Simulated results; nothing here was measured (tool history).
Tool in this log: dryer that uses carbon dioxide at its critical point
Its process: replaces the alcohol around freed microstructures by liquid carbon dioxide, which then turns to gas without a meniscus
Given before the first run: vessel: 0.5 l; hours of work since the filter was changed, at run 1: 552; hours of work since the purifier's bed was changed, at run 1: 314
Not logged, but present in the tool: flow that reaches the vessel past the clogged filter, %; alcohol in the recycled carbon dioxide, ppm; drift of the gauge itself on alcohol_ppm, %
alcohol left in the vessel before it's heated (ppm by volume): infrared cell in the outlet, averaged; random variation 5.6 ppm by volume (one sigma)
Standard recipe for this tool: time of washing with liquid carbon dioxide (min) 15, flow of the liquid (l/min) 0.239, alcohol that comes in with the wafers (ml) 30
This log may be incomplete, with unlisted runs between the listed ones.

run,day,time of washing with liquid carbon dioxide (min),flow of the liquid (l/min),alcohol that comes in with the wafers (ml),hours of work since the filter was changed,hours of work since the purifier's bed was changed,alcohol left in the vessel before it's heated (ppm by volume)
1,0,15,0.239,30,552,314,332
2,1.588,15,0.239,30,568,330,341
# day 1.954: inlet filter changed
3,3.933,15,0.329,30,20,354,129
4,5.142,15,0.329,30,32,366,143
5,6.962,15,0.329,30,51,384,136
6,8.546,15,0.329,30,67,400,144
7,10.204,15,0.329,30,83,417,141
8,11.596,15,0.239,30,97,431,316
9,12.654,15,0.239,30,108,442,326
10,14.812,15,0.239,30,130,463,336
11,16.288,15,0.239,30,145,478,344
12,18.138,15,0.239,30,163,497,337
13,19.938,13,0.239,30,182,515,575
14,22.362,13,0.239,30,206,540,591
15,23.712,20,0.24,24,220,553,207
16,25.538,19,0.239,46,238,572,244
17,27.088,15,0.172,56,254,587,2302
18,28.283,14,0.152,24,266,600,1973
19,29.375,14,0.152,24,277,611,2019
20,31.492,15,0.177,45,298,632,1663
21,33.721,15,0.177,26,321,654,1063
22,35.717,15,0.177,26,341,675,1131
23,38.183,15,0.177,26,366,700,1096
24,40.125,13,0.193,28,385,719,1371

Predict each of these 5 candidate next runs independently; none follows another, all start after run 24:
A,42.433,13,0.283,118,409,742,?
B,42.433,13,0.193,32,409,742,?
C,42.433,13,0.155,40,409,742,?
D,42.433,13,0.243,68,409,742,?
E,42.433,13,0.193,37,409,742,?

run,alcohol left in the vessel before it's heated (ppm by volume)
A,916
B,1543
C,4074
D,1184
E,1765
Take away the tool's hidden state, keep each run's random variation, and the runs would have read:
run,alcohol left in the vessel before it's heated (ppm by volume)
A,527
B,1103
C,3346
D,760
E,1291
